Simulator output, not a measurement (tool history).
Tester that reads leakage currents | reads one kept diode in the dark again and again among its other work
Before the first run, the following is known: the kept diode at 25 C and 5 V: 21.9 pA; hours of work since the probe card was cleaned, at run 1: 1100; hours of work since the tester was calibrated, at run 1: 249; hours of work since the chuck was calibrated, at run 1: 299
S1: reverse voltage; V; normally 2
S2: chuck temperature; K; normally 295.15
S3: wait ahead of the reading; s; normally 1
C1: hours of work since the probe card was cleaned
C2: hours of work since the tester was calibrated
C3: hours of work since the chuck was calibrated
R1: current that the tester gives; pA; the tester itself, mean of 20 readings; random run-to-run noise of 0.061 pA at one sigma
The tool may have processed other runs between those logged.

run	hour	S1	S2	S3	C1	C2	C3	R1
1	0	2	295.15	1	1100	249	299	13.82
2	37.2	8.92	295.15	1	1130	279	328	31.66
3	71.3	8.92	295.15	1	1157	306	355	32.2
4	95.8	8.92	295.15	1	1177	326	375	32.14
5	127.5	8.92	326.15	1	1202	351	400	261.23
6	159	8.92	326.15	1	1227	376	425	262.78
7	180.7	8.92	326.15	3.86	1244	393	443	262.99
8	204.7	8.92	326.15	3.86	1263	412	462	264.5
9	238.8	8.92	326.15	3.86	1290	439	489	266.05
10	266	2	295.15	1.12	1312	461	511	14.65
11	302.9	2	295.15	1	1341	490	540	14.75
12	340.6	2	322.15	1	1372	521	570	103.17
13	357.4	2	322.15	1	1385	534	583	103.78
14	376	2	311.15	1	1400	549	598	47.84
15	414.8	2	295.15	1	1431	580	629	15.11
16	452.4	2	295.15	1	1461	610	659	15.25
17	491.4	2	295.15	1.16	1492	641	690	15.37
18	519.2	2	295.15	1.16	1514	663	712	15.18
19	555	2	295.15	1	1542	691	741	15.48
20	580.9	2	295.15	1	1563	712	761	15.64
# hour 592.2: chuck's temperature calibrated
# hour 617: probe card cleaned and baked
21	618.3	2	295.15	1	1	738	18	14.83
22	657.9	2	295.15	1	33	769	50	14.89
23	682.7	11.56	323.15	1	52	789	70	240.46
24	710.6	1.3	298.15	0.75	75	811	92	14.61
25	729.3	1.3	298.15	0.75	89	826	107	14.64
# hour 738.4: probe card cleaned and baked, once more
26	753.9	8.8	318.15	9.43	12	843	124	137.55
27	770.4	7.97	319.15	1	25	857	137	143.15
28	795.7	6.97	295.15	2.43	46	877	157	21.22
29	821.2	2.48	318.15	3.14	66	897	178	79.12
30	846.3	2.48	318.15	3.14	86	917	198	79.64
31	882.5	2	322.15	1	115	946	226	96.64
32	912.6	2	322.15	1	139	970	250	96.53
33	934.3	2.02	295.15	1	156	987	268	12.64
34	971.6	4.58	311.15	0.46	186	1017	297	65.51
35	988.3	4.58	313.15	0.46	199	1030	311	74.88
36	1027.2	4.96	328.15	6.47	230	1061	342	224.04
37	1061.2	9.55	296.15	7.29	257	1088	369	29.04
38	1078.4	9.16	323.15	0.76	271	1102	383	212.02
39	1104.5	3.24	323.15	1.6	292	1123	403	132.64
40	1127.8	3.24	323.15	1.6	310	1141	422	133.34
41	1144.2	3.24	323.15	1.6	323	1154	435	133.69

Here are 3 independent what-if runs from the current tool condition. What would each one return?
A	1179.8	5.43	298.15	5.46	352	1183	463	?
B	1179.8	1.08	301.15	7.25	352	1183	463	?
C	1179.8	13.86	300.15	0.83	352	1183	463	?

run	R1
A	26.74
B	15.97
C	51
Without the tool's hidden state the same runs would have given:
run	R1
A	22.98
B	14.22
C	43.28

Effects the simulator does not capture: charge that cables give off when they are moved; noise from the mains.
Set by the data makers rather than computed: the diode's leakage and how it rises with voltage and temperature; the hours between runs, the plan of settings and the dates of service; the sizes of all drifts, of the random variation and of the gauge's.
